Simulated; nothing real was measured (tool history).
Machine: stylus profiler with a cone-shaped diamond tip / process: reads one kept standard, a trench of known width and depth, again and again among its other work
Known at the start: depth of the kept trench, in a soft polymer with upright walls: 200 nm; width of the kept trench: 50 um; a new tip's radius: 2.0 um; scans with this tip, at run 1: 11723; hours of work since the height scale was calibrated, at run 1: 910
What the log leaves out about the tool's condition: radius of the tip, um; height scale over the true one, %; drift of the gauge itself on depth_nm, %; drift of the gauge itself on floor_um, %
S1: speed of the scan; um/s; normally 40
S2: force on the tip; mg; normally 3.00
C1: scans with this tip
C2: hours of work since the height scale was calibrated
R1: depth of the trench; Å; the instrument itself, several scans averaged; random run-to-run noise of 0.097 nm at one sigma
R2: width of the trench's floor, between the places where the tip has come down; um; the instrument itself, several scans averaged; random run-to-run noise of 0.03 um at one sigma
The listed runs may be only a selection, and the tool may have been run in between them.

run      day   S1    S2     C1    C2      R1     R2
  1    0.000   40  3.00  11723   910  2010.0  47.60
  2    1.325   40  3.00  12009   932  2012.4  47.50
  3    4.117   40  6.68  12609   978  2022.5  47.60
  4    6.133   40  6.68  13043  1012  2022.4  47.58
  5    8.671   40  3.00  13589  1054  2008.8  47.49
  6   10.521   40  3.00  13987  1085  2006.7  47.50
  7   12.854   40  3.00  14490  1124  2008.3  47.46
  8   14.438   40  3.00  14830  1151  2009.4  47.52
  9   16.354   40  1.76  15242  1183  2002.6  47.30
 10   18.342   40  1.76  15670  1216  2002.3  47.37
 11   21.012   40  1.31  16245  1260  2000.2  47.36
 12   24.129   40  7.32  16915  1312  2021.4  47.47
 13   25.900   96  7.32  17296  1342  2021.6  47.27
 14   28.538   40  3.00  17864  1386  2007.9  47.35
 15   31.275   16  3.00  18453  1432  2007.5  47.46
 16   34.388   16  3.00  19124  1484  2006.3  47.50
 17   36.071   16  3.00  19485  1512  2005.9  47.45
 18   38.296   40  3.00  19965  1549  2006.8  47.30
 19   40.112   40  3.00  20355  1579  2007.0  47.28
      40.496  -- new tip fitted, height scale calibrated
 20   42.304   40  3.00    390    30  2017.8  48.05
 21   44.321   40  3.00    824    64  2016.5  47.99
 22   46.692   40  3.00   1334   103  2015.9  47.99
 23   48.925   40  1.68   1815   141  2011.4  47.90
 24   51.504   16  1.20   2370   184  2008.9  48.04
 25   54.383   16  1.20   2989   232  2008.6  47.97
 26   57.133   17  1.96   3581   278  2010.7  48.00
 27   58.917   17  1.96   3965   308  2010.3  47.92
 28   61.229   47  5.41   4463   346  2022.1  47.88
 29   62.671   47  5.41   4773   370  2022.6  47.88
 30   63.996   84  5.48   5058   392  2023.9  47.76
 31   65.454   24  1.67   5372   417  2007.5  47.89
 32   68.588   12  1.37   6046   469  2007.1  47.93
 33   69.942   12  1.37   6338   492  2006.6  47.95
 34   73.004   27  1.23   6997   543  2003.9  47.77
 35   76.008   39  6.51   7644   593  2024.5  47.84
 36   78.079   39  6.51   8089   628  2023.5  47.76
 37   79.983   23  7.19   8499   659  2027.5  47.86
 38   81.583  140  1.68   8843   686  2006.8  46.95
 39   84.108   17  2.13   9387   728  2009.7  47.78
 40   86.412   46  5.38   9882   767  2020.4  47.66
 41   87.921   43  2.55  10207   792  2008.9  47.65
 42   91.225   40  2.65  10918   847  2008.8  47.57
 43   94.175   40  2.65  11553   896  2009.2  47.57
 44   97.371   11  3.00  12240   950  2010.9  47.72
 45   99.167   11  8.75  12627   980  2026.5  47.74
 46  101.896   11  1.09  13215  1025  2000.6  47.70

A few steps of R1 between consecutive runs. Split each: what settings, incoming material and random variation would produce without the hidden state, and what is left over for the hidden state, along with gauge scatter present in only one of the two compared results (measured, and without hidden state):
Run 2 -> 3: S2 3.00 -> 6.68. R1 +10.1 Å: hidden state -0.4, all else +10.5.
Run 10 -> 11: S2 1.76 -> 1.31. R1 -2.1 Å: hidden state -0.4, all else -1.7.
Run 11 -> 12: S2 1.31 -> 7.32. R1 +21.2 Å: hidden state -0.4, all else +21.6.
Run 19 -> 20: new tip fitted, height scale calibrated. R1 +10.8 Å: hidden state +10.6, all else +0.2.
Run 37 -> 38: S1 23 -> 140, S2 7.19 -> 1.68. R1 -20.7 Å: hidden state -0.2, all else -20.5.
Run 45 -> 46: S2 8.75 -> 1.09. R1 -25.9 Å: hidden state -0.3, all else -25.6.
